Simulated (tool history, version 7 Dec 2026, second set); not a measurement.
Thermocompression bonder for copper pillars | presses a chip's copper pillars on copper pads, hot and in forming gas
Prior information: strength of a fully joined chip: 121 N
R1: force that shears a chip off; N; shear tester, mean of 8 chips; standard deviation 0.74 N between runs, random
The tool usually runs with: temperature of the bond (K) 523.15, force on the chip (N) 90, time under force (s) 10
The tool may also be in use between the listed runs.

run 1 hour=0 | temperature_of_the_bond_(K)=523.15 force_on_the_chip_(N)=90 time_under_force_(s)=10 | R1=94.7
run 2 hour=24 | temperature_of_the_bond_(K)=523.15 force_on_the_chip_(N)=90 time_under_force_(s)=10 | R1=92.8
run 3 hour=41.3 | temperature_of_the_bond_(K)=523.15 force_on_the_chip_(N)=90 time_under_force_(s)=10 | R1=91.8
run 4 hour=68.7 | temperature_of_the_bond_(K)=523.15 force_on_the_chip_(N)=65 time_under_force_(s)=10 | R1=73.1
run 5 hour=93.7 | temperature_of_the_bond_(K)=523.15 force_on_the_chip_(N)=65 time_under_force_(s)=10 | R1=74.3
run 6 hour=125.6 | temperature_of_the_bond_(K)=496.15 force_on_the_chip_(N)=65 time_under_force_(s)=10 | R1=48.6
run 7 hour=160.3 | temperature_of_the_bond_(K)=496.15 force_on_the_chip_(N)=65 time_under_force_(s)=10 | R1=48.3
run 8 hour=175.4 | temperature_of_the_bond_(K)=496.15 force_on_the_chip_(N)=65 time_under_force_(s)=10 | R1=48.3
run 9 hour=198.1 | temperature_of_the_bond_(K)=532.15 force_on_the_chip_(N)=65 time_under_force_(s)=10 | R1=82.3
run 10 hour=232 | temperature_of_the_bond_(K)=532.15 force_on_the_chip_(N)=65 time_under_force_(s)=10 | R1=81.1
-- hour=260.9 heater calibrated with a thermocouple chip
run 11 hour=267.7 | temperature_of_the_bond_(K)=523.15 force_on_the_chip_(N)=90 time_under_force_(s)=10 | R1=84.6
run 12 hour=294.6 | temperature_of_the_bond_(K)=523.15 force_on_the_chip_(N)=90 time_under_force_(s)=10 | R1=82.8
run 13 hour=328.7 | temperature_of_the_bond_(K)=523.15 force_on_the_chip_(N)=90 time_under_force_(s)=22 | R1=97.9
run 14 hour=356.8 | temperature_of_the_bond_(K)=523.15 force_on_the_chip_(N)=90 time_under_force_(s)=10 | R1=83.5
run 15 hour=376.5 | temperature_of_the_bond_(K)=523.15 force_on_the_chip_(N)=90 time_under_force_(s)=10 | R1=82.3
run 16 hour=395.1 | temperature_of_the_bond_(K)=523.15 force_on_the_chip_(N)=90 time_under_force_(s)=10 | R1=83.6
run 17 hour=418.7 | temperature_of_the_bond_(K)=523.15 force_on_the_chip_(N)=90 time_under_force_(s)=10 | R1=83
-- hour=446 forming gas filter changed
run 18 hour=452.5 | temperature_of_the_bond_(K)=523.15 force_on_the_chip_(N)=90 time_under_force_(s)=10 | R1=90.2
run 19 hour=484.4 | temperature_of_the_bond_(K)=523.15 force_on_the_chip_(N)=90 time_under_force_(s)=10 | R1=89.7
run 20 hour=500.4 | temperature_of_the_bond_(K)=537.15 force_on_the_chip_(N)=90 time_under_force_(s)=10 | R1=101.2
run 21 hour=524.7 | temperature_of_the_bond_(K)=537.15 force_on_the_chip_(N)=90 time_under_force_(s)=10 | R1=102.2
run 22 hour=559.1 | temperature_of_the_bond_(K)=537.15 force_on_the_chip_(N)=57 time_under_force_(s)=11 | R1=76.3
-- hour=562.3 force cell calibrated
run 23 hour=590.9 | temperature_of_the_bond_(K)=537.15 force_on_the_chip_(N)=57 time_under_force_(s)=11 | R1=76.9
run 24 hour=612.9 | temperature_of_the_bond_(K)=498.15 force_on_the_chip_(N)=57 time_under_force_(s)=13 | R1=45.2
run 25 hour=647.3 | temperature_of_the_bond_(K)=496.15 force_on_the_chip_(N)=55 time_under_force_(s)=14 | R1=43.9
run 26 hour=672.9 | temperature_of_the_bond_(K)=504.15 force_on_the_chip_(N)=56 time_under_force_(s)=6 | R1=37.5
-- hour=694.6 force cell calibrated, once more
run 27 hour=706.6 | temperature_of_the_bond_(K)=504.15 force_on_the_chip_(N)=56 time_under_force_(s)=6 | R1=34.8

Predict the results of run 28:
run 28 hour=742.9 | temperature_of_the_bond_(K)=504.15 force_on_the_chip_(N)=58 time_under_force_(s)=8 | R1=?

{"run 28": {"R1": 40.4}}
Without the tool's hidden state the same run would have given R1 36.9 N.
